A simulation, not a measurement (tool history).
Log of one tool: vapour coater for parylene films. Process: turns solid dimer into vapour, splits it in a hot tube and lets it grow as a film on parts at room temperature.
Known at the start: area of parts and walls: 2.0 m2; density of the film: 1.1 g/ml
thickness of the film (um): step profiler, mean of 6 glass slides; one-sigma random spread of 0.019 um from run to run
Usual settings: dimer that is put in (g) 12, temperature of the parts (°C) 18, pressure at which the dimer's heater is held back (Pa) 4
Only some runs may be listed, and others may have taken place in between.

run   hour  dimer that is put in (g)  temperature of the parts (°C)  pressure at which the dimer's heater is held back (Pa)  thickness of the film (um)
  1      0                        12                             18                                                       4                        3.23
  2   22.6                        14                             18                                                       4                        3.77
  3   33.5                        14                             18                                                       4                        3.79
  4   45.9                        14                             18                                                       4                        3.72
  5   66.4                        12                             18                                                    3.45                         3.3
  6   79.4                        12                             18                                                    9.11                        2.63
  7    101                        12                             18                                                       4                        3.16
  8  122.3                        12                             15                                                       4                        3.69
  9    140                        12                             15                                                       4                        3.69
 10  161.6                        12                             16                                                       4                         3.5
 11  174.9                        12                             18                                                       4                        3.17
 12  198.7                        12                             18                                                    2.69                        3.42
 13  211.6                        12                             18                                                    2.69                        3.45
 14  228.8                        12                             11                                                       4                        4.43
 15  247.6                        12                             18                                                       4                        3.15
 16  264.9                        12                             13                                                       4                        3.97
 17  279.5                        12                             13                                                       4                           4
 18  298.4                        12                             13                                                       4                        3.99
     304.9  -- gauge calibrated
 19    310                        12                             18                                                       4                        3.19
 20  333.4                        12                             13                                                       4                        4.06
 21  358.9                        12                             13                                                       4                        4.06
 22    378                         9                             13                                                    5.68                         2.8
 23  403.5                        15                             11                                                    9.59                        4.57
 24  414.9                        20                             18                                                       4                         5.3
 25  439.4                         9                             14                                                       4                        2.91
 26  464.8                         9                             14                                                       4                        2.87
 27  475.6                         9                             14                                                       4                        2.88
 28  492.6                         7                             21                                                    5.15                        1.48
 29  509.1                        12                             22                                                   10.96                        2.05
 30  527.5                        12                             12                                                    2.51                         4.7
 31  547.5                        19                             11                                                    5.58                        6.43
 32  572.1                         8                             18                                                    4.77                           2
 33  594.5                         8                             18                                                    2.49                        2.33
 34  607.3                        21                             13                                                    4.66                        6.71
 35  628.9                        21                             13                                                    4.66                        6.72
 36  644.4                        21                             13                                                    4.66                        6.69
 37  663.7                        20                             13                                                    3.62                        6.82
 38    676                         9                             20                                                    3.36                         2.2
 39  701.5                         9                             18                                                    2.24                        2.66
 40  724.2                         9                             18                                                    2.24                        2.66

Consider 4 possible next runs. They are alternatives, not a sequence: every one starts from the tool as it was left by run 40. What does each give?
  A  749.5                         6                             11                                                   11.74                           ?
  B  749.5                         7                             12                                                    4.54                           ?
  C  749.5                         6                             18                                                    5.51                           ?
  D  749.5                         8                             18                                                     2.2                           ?

run  thickness of the film (um)
  A                        1.66
  B                        2.33
  C                        1.42
  D                        2.36
What these runs would have given with no unlogged condition in the tool:
run  thickness of the film (um)
  A                        1.74
  B                        2.44
  C                        1.49
  D                        2.47

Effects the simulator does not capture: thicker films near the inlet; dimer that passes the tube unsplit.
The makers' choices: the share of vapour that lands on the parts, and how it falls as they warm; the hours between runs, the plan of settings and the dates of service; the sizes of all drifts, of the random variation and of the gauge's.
